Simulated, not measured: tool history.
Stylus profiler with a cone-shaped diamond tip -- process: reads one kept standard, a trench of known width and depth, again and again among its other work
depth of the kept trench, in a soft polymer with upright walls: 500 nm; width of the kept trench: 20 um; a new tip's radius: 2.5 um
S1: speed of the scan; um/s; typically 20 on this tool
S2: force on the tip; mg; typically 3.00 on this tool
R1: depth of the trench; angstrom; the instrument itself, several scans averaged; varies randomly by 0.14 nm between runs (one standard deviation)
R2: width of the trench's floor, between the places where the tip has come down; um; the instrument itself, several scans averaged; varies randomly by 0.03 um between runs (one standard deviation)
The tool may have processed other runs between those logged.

run,hour,S1,S2,R1,R2
1,0.0,20,3.00,5095.9,16.89
2,106.3,20,3.00,5095.2,16.84
3,189.4,20,5.23,5139.6,16.87
4,291.2,8,3.00,5100.5,16.83
5,394.5,8,3.00,5098.1,16.75
6,486.7,20,1.44,5062.1,16.62
7,550.8,20,1.44,5065.6,16.53
8,639.5,8,3.00,5097.6,16.62
9,741.5,26,3.00,5104.3,16.48
10,847.5,26,3.00,5104.2,16.42
11,899.6,26,3.00,5099.5,16.37
12,1006.5,33,1.57,5071.7,16.24
13,1090.0,33,1.57,5069.8,16.21
14,1163.5,60,1.29,5065.8,15.94
15,1268.6,60,1.29,5064.1,15.92
16,1371.6,15,4.51,5137.2,16.20
17,1448.4,38,5.97,5165.7,16.10
18,1519.3,38,5.97,5165.4,16.09
19,1579.4,11,1.91,5086.1,16.14
20,1700.4,14,6.15,5168.2,16.09

Consider 5 possible next runs. They are alternatives, not a sequence: every one starts from the tool as it was left by run 20. What does each give?
A,1787.1,18,2.34,?,?
B,1787.1,12,1.03,?,?
C,1787.1,7,1.38,?,?
D,1787.1,5,1.86,?,?
E,1787.1,20,1.87,?,?

run,R1,R2
A,5101.9,15.99
B,5065.5,15.99
C,5071.9,16.06
D,5086.4,16.05
E,5086.4,15.95
The same runs, with their run-to-run variation unchanged, on a tool lacking any hidden condition would have given:
run,R1,R2
A,5084.4,16.89
B,5048.2,16.89
C,5054.5,16.96
D,5069.0,16.95
E,5068.9,16.85
